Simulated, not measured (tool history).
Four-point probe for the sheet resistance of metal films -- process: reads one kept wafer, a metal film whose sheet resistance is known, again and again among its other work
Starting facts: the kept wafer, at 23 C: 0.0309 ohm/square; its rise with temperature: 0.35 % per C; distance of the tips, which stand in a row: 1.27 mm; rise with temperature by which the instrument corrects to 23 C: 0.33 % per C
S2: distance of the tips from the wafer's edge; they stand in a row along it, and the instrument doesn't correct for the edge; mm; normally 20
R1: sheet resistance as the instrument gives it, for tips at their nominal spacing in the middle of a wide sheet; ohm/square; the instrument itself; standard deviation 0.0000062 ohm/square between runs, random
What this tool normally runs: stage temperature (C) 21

{"run": 1, "hour": 0.0, "stage temperature (C)": 21, "S2": 20, "R1": 0.031107}
{"run": 2, "hour": 9.7, "stage temperature (C)": 21, "S2": 20, "R1": 0.031107}
{"run": 3, "hour": 26.3, "stage temperature (C)": 21, "S2": 20, "R1": 0.031097}
{"run": 4, "hour": 35.9, "stage temperature (C)": 21, "S2": 20, "R1": 0.031108}
{"run": 5, "hour": 50.9, "stage temperature (C)": 19, "S2": 20, "R1": 0.031103}
{"run": 6, "hour": 66.6, "stage temperature (C)": 21, "S2": 5, "R1": 0.032082}
{"run": 7, "hour": 87.5, "stage temperature (C)": 21, "S2": 5, "R1": 0.032082}
{"run": 8, "hour": 104.4, "stage temperature (C)": 21, "S2": 5, "R1": 0.03209}
{"run": 9, "hour": 117.9, "stage temperature (C)": 21, "S2": 5, "R1": 0.032081}
{"run": 10, "hour": 137.1, "stage temperature (C)": 21, "S2": 5, "R1": 0.0321}
{"run": 11, "hour": 151.2, "stage temperature (C)": 21, "S2": 20, "R1": 0.03113}
{"run": 12, "hour": 161.2, "stage temperature (C)": 21, "S2": 20, "R1": 0.031121}
{"run": 13, "hour": 176.9, "stage temperature (C)": 21, "S2": 20, "R1": 0.031123}
{"run": 14, "hour": 186.0, "stage temperature (C)": 21, "S2": 20, "R1": 0.031125}
{"run": 15, "hour": 197.8, "stage temperature (C)": 21, "S2": 26, "R1": 0.031096}
{"run": 16, "hour": 207.1, "stage temperature (C)": 21, "S2": 26, "R1": 0.03111}
{"run": 17, "hour": 225.7, "stage temperature (C)": 21, "S2": 26, "R1": 0.031124}
{"run": 18, "hour": 242.7, "stage temperature (C)": 21, "S2": 26, "R1": 0.031097}
{"run": 19, "hour": 252.8, "stage temperature (C)": 21, "S2": 26, "R1": 0.031121}
{"run": 20, "hour": 273.1, "stage temperature (C)": 21, "S2": 26, "R1": 0.03111}
{"run": 21, "hour": 283.0, "stage temperature (C)": 21, "S2": 13, "R1": 0.03123}
{"run": 22, "hour": 294.9, "stage temperature (C)": 20, "S2": 20, "R1": 0.031143}
{"run": 23, "hour": 311.1, "stage temperature (C)": 20, "S2": 20, "R1": 0.031148}
{"run": 24, "hour": 332.5, "stage temperature (C)": 34, "S2": 20, "R1": 0.031245}
{"run": 25, "hour": 349.1, "stage temperature (C)": 28, "S2": 11, "R1": 0.031374}
{"run": 26, "hour": 361.7, "stage temperature (C)": 24, "S2": 18, "R1": 0.031196}
{"run": 27, "hour": 372.2, "stage temperature (C)": 31, "S2": 6, "R1": 0.031904}
{"run": 28, "hour": 394.3, "stage temperature (C)": 20, "S2": 22, "R1": 0.03114}
{"run": 29, "hour": 414.1, "stage temperature (C)": 20, "S2": 22, "R1": 0.031139}
{"run": 30, "hour": 426.9, "stage temperature (C)": 22, "S2": 64, "R1": 0.031109}
{"run": 31, "hour": 441.5, "stage temperature (C)": 20, "S2": 9, "R1": 0.031433}
{"run": 32, "hour": 459.2, "stage temperature (C)": 20, "S2": 9, "R1": 0.031433}
{"run": 33, "hour": 476.9, "stage temperature (C)": 34, "S2": 13, "R1": 0.031372}
{"run": 34, "hour": 486.7, "stage temperature (C)": 34, "S2": 21, "R1": 0.031282}
{"run": 35, "hour": 495.6, "stage temperature (C)": 34, "S2": 21, "R1": 0.03127}
{"run": 36, "hour": 515.1, "stage temperature (C)": 21, "S2": 7, "R1": 0.031656}
{"run": 37, "hour": 526.3, "stage temperature (C)": 35, "S2": 32, "R1": 0.031241}
{"run": 38, "hour": 546.5, "stage temperature (C)": 22, "S2": 38, "R1": 0.031142}
{"run": 39, "hour": 564.0, "stage temperature (C)": 22, "S2": 38, "R1": 0.031146}
{"run": 40, "hour": 585.8, "stage temperature (C)": 26, "S2": 3, "R1": 0.033888}
{"run": 41, "hour": 599.0, "stage temperature (C)": 26, "S2": 20, "R1": 0.031237}
{"run": 42, "hour": 614.9, "stage temperature (C)": 31, "S2": 24, "R1": 0.031248}
{"run": 43, "hour": 635.5, "stage temperature (C)": 31, "S2": 24, "R1": 0.031259}
{"run": 44, "hour": 654.0, "stage temperature (C)": 22, "S2": 16, "R1": 0.031241}

Hidden state or all else? Some run-to-run changes of R1, split into what the settings, what came in and random variation would give without the hidden state, and what is left for the hidden state (with any gauge scatter that isn't in both results):
Unlogged tool condition in this case: inner tips' distance over the nominal, %; tips' flats over new ones', %; wafer's true temperature over the reading, C; drift of the gauge itself on sheet_ohm, %.
Run 5 -> 6: stage temperature (C) 19 -> 21, S2 20 -> 5. R1 +0.000979 ohm/square: hidden state +0.000006, all else +0.000973.
Run 35 -> 36: stage temperature (C) 34 -> 21, S2 21 -> 7. R1 +0.000386 ohm/square: hidden state +0.000008, all else +0.000378.
Run 39 -> 40: stage temperature (C) 22 -> 26, S2 38 -> 3. R1 +0.002742 ohm/square: hidden state +0.000022, all else +0.00272.
Run 40 -> 41: S2 3 -> 20. R1 -0.002651 ohm/square: hidden state -0.000016, all else -0.002635.
